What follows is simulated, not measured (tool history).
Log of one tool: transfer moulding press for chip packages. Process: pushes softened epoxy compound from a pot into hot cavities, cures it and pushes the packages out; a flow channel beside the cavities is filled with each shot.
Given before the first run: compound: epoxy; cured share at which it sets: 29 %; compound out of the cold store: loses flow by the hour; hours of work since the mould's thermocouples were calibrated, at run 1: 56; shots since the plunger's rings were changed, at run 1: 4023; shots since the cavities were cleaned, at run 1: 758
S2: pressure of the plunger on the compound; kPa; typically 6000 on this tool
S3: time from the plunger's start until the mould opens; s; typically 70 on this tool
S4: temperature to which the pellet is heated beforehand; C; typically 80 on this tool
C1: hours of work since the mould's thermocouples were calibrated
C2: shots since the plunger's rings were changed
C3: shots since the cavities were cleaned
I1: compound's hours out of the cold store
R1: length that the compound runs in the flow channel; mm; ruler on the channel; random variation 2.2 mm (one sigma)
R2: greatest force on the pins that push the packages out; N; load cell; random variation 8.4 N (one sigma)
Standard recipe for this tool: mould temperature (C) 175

Run 1, hour 0.0: usual settings; C1 56; C2 4023; C3 758; I1 47.8. Result: R1 442 mm, R2 457 N.
At hour 14.8: cavities cleaned with cleaning compound and waxed.
Run 2, hour 36.6: usual settings; C1 82; C2 4738; C3 444; I1 40.1. Result: R1 452 mm, R2 411 N.
At hour 67.7: cavities cleaned with cleaning compound and waxed.
Run 3, hour 69.4: usual settings; C1 106; C2 5375; C3 35; I1 26.8. Result: R1 481 mm, R2 367 N.
Run 4, hour 100.2: usual settings but S3 83 s; C1 129; C2 6002; C3 662; I1 12.5. Result: R1 512 mm, R2 342 N.
At hour 119.6: cavities cleaned with cleaning compound and waxed.
At hour 131.0: plunger's sealing rings changed.
Run 5, hour 131.6: usual settings but S3 71 s; C1 150; C2 13; C3 193; I1 22.0. Result: R1 523 mm, R2 397 N.
Run 6, hour 152.0: usual settings but S3 71 s; C1 165; C2 428; C3 608; I1 18.6. Result: R1 531 mm, R2 486 N.
At hour 175.2: cavities cleaned with cleaning compound and waxed.
Run 7, hour 176.6: usual settings but S3 71 s; C1 183; C2 899; C3 29; I1 24.5. Result: R1 514 mm, R2 338 N.
Run 8, hour 197.9: usual settings; C1 199; C2 1332; C3 462; I1 9.1. Result: R1 545 mm, R2 496 N.
At hour 227.3: cavities cleaned with cleaning compound and waxed.
Run 9, hour 233.4: usual settings; C1 224; C2 2024; C3 122; I1 46.3. Result: R1 454 mm, R2 365 N.
Run 10, hour 259.1: usual settings; C1 244; C2 2549; C3 647; I1 35.1. Result: R1 478 mm, R2 457 N.
Run 11, hour 275.1: usual settings; C1 256; C2 2875; C3 973; I1 24.3. Result: R1 501 mm, R2 507 N.
At hour 280.1: cavities cleaned with cleaning compound and waxed.
Run 12, hour 296.6: usual settings; C1 271; C2 3282; C3 337; I1 42.2. Result: R1 455 mm, R2 409 N.
Run 13, hour 315.7: usual settings; C1 285; C2 3671; C3 726; I1 26.3. Result: R1 490 mm, R2 499 N.
At hour 331.1: cavities cleaned with cleaning compound and waxed.
Run 14, hour 348.4: usual settings but S4 70 C; C1 309; C2 4306; C3 353; I1 21.9. Result: R1 497 mm, R2 471 N.
Run 15, hour 367.8: usual settings but mould temperature (C) 167, S2 5320 kPa, S4 82 C; C1 324; C2 4701; C3 748; I1 42.9. Result: R1 429 mm, R2 759 N.
At hour 384.6: cavities cleaned with cleaning compound and waxed.
Run 16, hour 400.0: usual settings but mould temperature (C) 167, S2 5320 kPa, S4 82 C; C1 347; C2 5325; C3 312; I1 30.3. Result: R1 457 mm, R2 671 N.
At hour 423.2: mould's thermocouples calibrated.
At hour 437.7: cavities cleaned with cleaning compound and waxed.
Run 17, hour 439.2: usual settings but mould temperature (C) 167, S2 5320 kPa, S4 82 C; C1 11; C2 6054; C3 30; I1 41.8. Result: R1 427 mm, R2 556 N.
Run 18, hour 462.1: usual settings but mould temperature (C) 170, S2 5310 kPa, S3 71 s, S4 90 C; C1 28; C2 6519; C3 495; I1 18.3. Result: R1 470 mm, R2 621 N.
At hour 466.1: plunger's sealing rings changed.
Run 19, hour 479.2: usual settings but mould temperature (C) 170, S2 5310 kPa, S3 71 s, S4 90 C; C1 39; C2 267; C3 792; I1 20.3. Result: R1 502 mm, R2 683 N.
At hour 493.4: cavities cleaned with cleaning compound and waxed.
Run 20, hour 498.2: usual settings but S3 56 s, S4 76 C; C1 52; C2 625; C3 99; I1 16.9. Result: R1 534 mm, R2 719 N.
Run 21, hour 525.1: usual settings but S2 5220 kPa, S3 56 s, S4 76 C; C1 73; C2 1173; C3 647; I1 12.9. Result: R1 506 mm, R2 932 N.
At hour 544.3: cavities cleaned with cleaning compound and waxed.
At hour 551.3: mould's thermocouples calibrated, once more.
Run 22, hour 551.3: usual settings but S2 5220 kPa, S3 56 s, S4 76 C; C1 0; C2 1634; C3 101; I1 36.4. Result: R1 444 mm, R2 647 N.
Run 23, hour 581.7: usual settings but mould temperature (C) 169, S2 7230 kPa, S3 84 s, S4 75 C; C1 23; C2 2254; C3 721; I1 11.3. Result: R1 603 mm, R2 517 N.
At hour 598.8: cavities cleaned with cleaning compound and waxed.
Run 24, hour 603.2: usual settings but mould temperature (C) 172, S2 4730 kPa, S3 60 s; C1 38; C2 2662; C3 90; I1 45.8. Result: R1 405 mm, R2 601 N.
Run 25, hour 629.0: usual settings but mould temperature (C) 172, S2 4730 kPa, S3 60 s; C1 57; C2 3185; C3 613; I1 24.4. Result: R1 449 mm, R2 828 N.
At hour 650.4: cavities cleaned with cleaning compound and waxed.
Run 26, hour 652.4: usual settings but S3 88 s, S4 79 C; C1 74; C2 3633; C3 41; I1 22.1. Result: R1 502 mm, R2 212 N.

What if the next run were any one of these 4? Each begins from the tool's condition after run 26:
Run A, hour 673.1: usual settings but S2 7470 kPa, S3 58 s; C1 90; C2 4055; C3 463; I1 8.3. Result: R1 ?, R2 ?.
Run B, hour 673.1: usual settings but S2 6220 kPa, S3 85 s, S4 87 C; C1 90; C2 4055; C3 463; I1 23.0. Result: R1 ?, R2 ?.
Run C, hour 673.1: usual settings but S3 60 s, S4 79 C; C1 90; C2 4055; C3 463; I1 19.7. Result: R1 ?, R2 ?.
Run D, hour 673.1: usual settings but mould temperature (C) 182, S2 6430 kPa, S3 55 s; C1 90; C2 4055; C3 463; I1 23.6. Result: R1 ?, R2 ?.

run   R1   R2
  A  594  791
  B  508  286
  C  504  725
  D  504  581
With the hidden condition removed and each run's random variation left untouched, the same runs would have given:
run   R1   R2
  A  622  593
  B  532  215
  C  527  543
  D  528  435
